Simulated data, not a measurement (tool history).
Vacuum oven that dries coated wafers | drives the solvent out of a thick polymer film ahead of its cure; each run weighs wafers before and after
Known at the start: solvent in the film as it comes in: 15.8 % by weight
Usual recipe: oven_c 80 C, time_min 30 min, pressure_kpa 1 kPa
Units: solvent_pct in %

run   hour  oven_c  time_min  pressure_kpa  solvent_pct
  1      0      80        30             1         3.21
  2   39.2      80        30             1         3.26
  3   81.5      80        30             1         3.23
  4  144.5      80        30          3.97         4.97
  5  188.6      93        30          3.97         2.04
  6  229.9      80        30             1         3.33
  7  287.4      80        30             1         3.28
  8  350.1      80        30             1         3.34
  9  393.2      80        30             1         3.44
 10  430.4      80        30             1         3.39
 11  480.9      80        30             1         3.42
 12  541.3      80        30          1.76         3.88
 13  573.6      72        42          2.27         5.86
 14  634.8      90        42          3.22         1.73
     642.1  -- oven's thermocouples calibrated
 15  697.9      79        30          0.67         3.52
 16  742.6      79        30          0.67         3.65
 17  779.5      84        27          0.88         2.67
 18  827.7      86        26          1.02         2.27
     843.4  -- oven's thermocouples calibrated, once more
 19  882.6      86        26          1.02         2.11
 20  918.5      76        20          2.54         7.21
 21    953      87        20          2.54          3.6

Consider 5 possible next runs. They are alternatives, not a sequence: every one starts from the tool as it was left by run 21. What does each give?
  A  998.4      75        17             1            ?
  B  998.4      87        16          1.19            ?
  C  998.4      77        28          3.23            ?
  D  998.4      70        52          1.31            ?
  E  998.4      92        21          0.54            ?

run  solvent_pct
  A         7.63
  B         3.81
  C         6.04
  D         4.86
  E         1.29
Had the tool no hidden state, the same runs would have come out as:
run  solvent_pct
  A          7.5
  B          3.7
  C         5.89
  D         4.66
  E         1.19
